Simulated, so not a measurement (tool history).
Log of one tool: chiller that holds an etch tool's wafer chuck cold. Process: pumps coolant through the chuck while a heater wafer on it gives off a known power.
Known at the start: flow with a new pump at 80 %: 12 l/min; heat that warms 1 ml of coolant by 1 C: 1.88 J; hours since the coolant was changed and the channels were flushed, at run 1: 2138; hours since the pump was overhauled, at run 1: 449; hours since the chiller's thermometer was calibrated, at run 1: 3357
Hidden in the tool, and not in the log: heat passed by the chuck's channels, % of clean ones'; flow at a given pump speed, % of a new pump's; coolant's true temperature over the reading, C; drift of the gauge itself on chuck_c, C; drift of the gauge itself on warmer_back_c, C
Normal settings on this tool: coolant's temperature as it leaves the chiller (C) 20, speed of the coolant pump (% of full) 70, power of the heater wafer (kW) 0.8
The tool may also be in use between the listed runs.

run,day,coolant's temperature as it leaves the chiller (C),speed of the coolant pump (% of full),power of the heater wafer (kW),hours since the coolant was changed and the channels were flushed,hours since the pump was overhauled,hours since the chiller's thermometer was calibrated,chuck's temperature once it has settled (K),how much warmer the coolant comes back (C)
1,0,20,70,0.8,2138,449,3357,302.66,2.45
2,4.038,20,70,0.8,2235,546,3454,302.75,2.46
3,12.746,13,70,0.8,2444,755,3663,295.74,2.48
4,19.8,23,70,0.8,2613,924,3832,305.92,2.48
5,28.712,20,70,0.8,2827,1138,4046,302.85,2.48
6,33.312,20,70,0.8,2937,1249,4156,302.86,2.46
7,40.2,20,69,0.8,3103,1414,4321,303,2.51
8,44.888,20,70,0.8,3215,1527,4434,302.93,2.5
9,52.362,20,70,0.8,3394,1706,4613,302.88,2.5
10,60.008,24,70,0.8,3578,1889,4797,307.03,2.5
11,66.417,24,70,0.8,3732,2043,4951,306.91,2.51
# day 67.088: chiller's thermometer calibrated
12,75.475,24,70,0.502,3948,2260,201,303.11,1.56
13,81.925,24,70,0.502,4103,2414,356,303.1,1.59
14,89.25,16,70,0.8,4279,2590,532,298.99,2.52
15,93.833,16,70,0.8,4389,2700,642,298.93,2.52
# day 94.733: chiller's thermometer calibrated, once more
16,102.383,23,70,0.8,4593,2904,184,306.4,2.52
17,111.3,23,70,0.8,4807,3118,398,306.54,2.51
18,117.929,23,70,0.8,4966,3278,557,306.45,2.53
19,123.862,23,70,0.744,5108,3420,699,305.88,2.34
20,130.596,23,70,0.744,5270,3582,861,305.88,2.35
21,135.242,23,70,0.744,5382,3693,972,305.83,2.37
22,142.596,17,72,0.744,5558,3870,1149,299.76,2.33
23,149.062,15,81,0.433,5713,4025,1304,293.32,1.2

Predict the results of run 24:
24,153.633,13,66,0.8,5823,4134,1414,?,?

Run 24 gave chuck's temperature once it has settled (K) 297.21, how much warmer the coolant comes back (C) 2.71.
The same run, on a tool lacking any hidden state, would have yielded chuck's temperature once it has settled (K) 296.23, how much warmer the coolant comes back (C) 2.57.
